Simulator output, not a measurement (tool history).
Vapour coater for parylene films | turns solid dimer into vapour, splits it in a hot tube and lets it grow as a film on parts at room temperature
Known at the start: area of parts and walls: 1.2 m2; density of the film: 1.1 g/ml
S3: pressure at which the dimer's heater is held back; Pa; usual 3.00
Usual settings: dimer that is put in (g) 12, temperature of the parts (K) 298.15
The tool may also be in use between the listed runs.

{"run": 1, "day": 0.0, "dimer that is put in (g)": 12, "temperature of the parts (K)": 298.15, "S3": 3.0, "thickness of the film (um)": 5.29}
{"run": 2, "day": 1.683, "dimer that is put in (g)": 7, "temperature of the parts (K)": 298.15, "S3": 3.0, "thickness of the film (um)": 3.1}
{"run": 3, "day": 3.058, "dimer that is put in (g)": 7, "temperature of the parts (K)": 298.15, "S3": 3.0, "thickness of the film (um)": 3.02}
{"run": 4, "day": 4.35, "dimer that is put in (g)": 12, "temperature of the parts (K)": 298.15, "S3": 9.8, "thickness of the film (um)": 4.76}
{"day": 6.05, "done": "trap's valve overhauled"}
{"run": 5, "day": 6.05, "dimer that is put in (g)": 12, "temperature of the parts (K)": 298.15, "S3": 3.0, "thickness of the film (um)": 4.99}
{"run": 6, "day": 7.079, "dimer that is put in (g)": 12, "temperature of the parts (K)": 298.15, "S3": 3.0, "thickness of the film (um)": 5.03}
{"run": 7, "day": 8.038, "dimer that is put in (g)": 12, "temperature of the parts (K)": 298.15, "S3": 3.0, "thickness of the film (um)": 5.02}
{"run": 8, "day": 9.221, "dimer that is put in (g)": 12, "temperature of the parts (K)": 298.15, "S3": 3.0, "thickness of the film (um)": 5.0}
{"run": 9, "day": 10.138, "dimer that is put in (g)": 12, "temperature of the parts (K)": 298.15, "S3": 3.0, "thickness of the film (um)": 4.97}
{"run": 10, "day": 11.183, "dimer that is put in (g)": 12, "temperature of the parts (K)": 298.15, "S3": 3.0, "thickness of the film (um)": 4.94}
{"run": 11, "day": 12.883, "dimer that is put in (g)": 9, "temperature of the parts (K)": 296.15, "S3": 5.43, "thickness of the film (um)": 3.8}
{"run": 12, "day": 14.483, "dimer that is put in (g)": 13, "temperature of the parts (K)": 298.15, "S3": 3.0, "thickness of the film (um)": 5.23}
{"run": 13, "day": 15.696, "dimer that is put in (g)": 13, "temperature of the parts (K)": 298.15, "S3": 3.0, "thickness of the film (um)": 5.23}
{"day": 16.546, "done": "trap's valve overhauled, once more"}
{"run": 14, "day": 17.617, "dimer that is put in (g)": 20, "temperature of the parts (K)": 297.15, "S3": 9.9, "thickness of the film (um)": 8.58}
{"run": 15, "day": 18.717, "dimer that is put in (g)": 20, "temperature of the parts (K)": 297.15, "S3": 9.9, "thickness of the film (um)": 8.55}
{"run": 16, "day": 19.796, "dimer that is put in (g)": 20, "temperature of the parts (K)": 297.15, "S3": 9.9, "thickness of the film (um)": 8.38}
{"run": 17, "day": 20.983, "dimer that is put in (g)": 20, "temperature of the parts (K)": 305.15, "S3": 9.9, "thickness of the film (um)": 6.23}
{"run": 18, "day": 22.042, "dimer that is put in (g)": 20, "temperature of the parts (K)": 305.15, "S3": 9.9, "thickness of the film (um)": 6.22}
{"run": 19, "day": 23.642, "dimer that is put in (g)": 21, "temperature of the parts (K)": 291.15, "S3": 9.14, "thickness of the film (um)": 10.93}

Forecast each of these 4 alternatives for the next run:
{"run": "A", "day": 24.7, "dimer that is put in (g)": 13, "temperature of the parts (K)": 298.15, "S3": 3.0, "thickness of the film (um)": "?"}
{"run": "B", "day": 24.7, "dimer that is put in (g)": 21, "temperature of the parts (K)": 298.15, "S3": 4.25, "thickness of the film (um)": "?"}
{"run": "C", "day": 24.7, "dimer that is put in (g)": 7, "temperature of the parts (K)": 291.15, "S3": 3.54, "thickness of the film (um)": "?"}
{"run": "D", "day": 24.7, "dimer that is put in (g)": 12, "temperature of the parts (K)": 294.15, "S3": 8.13, "thickness of the film (um)": "?"}

run=A thickness_of_the_film_(um)=5.68
run=B thickness_of_the_film_(um)=8.92
run=C thickness_of_the_film_(um)=3.96
run=D thickness_of_the_film_(um)=5.69
Without the tool's hidden state the same runs would have given:
run=A thickness_of_the_film_(um)=6.15
run=B thickness_of_the_film_(um)=9.66
run=C thickness_of_the_film_(um)=4.29
run=D thickness_of_the_film_(um)=6.16
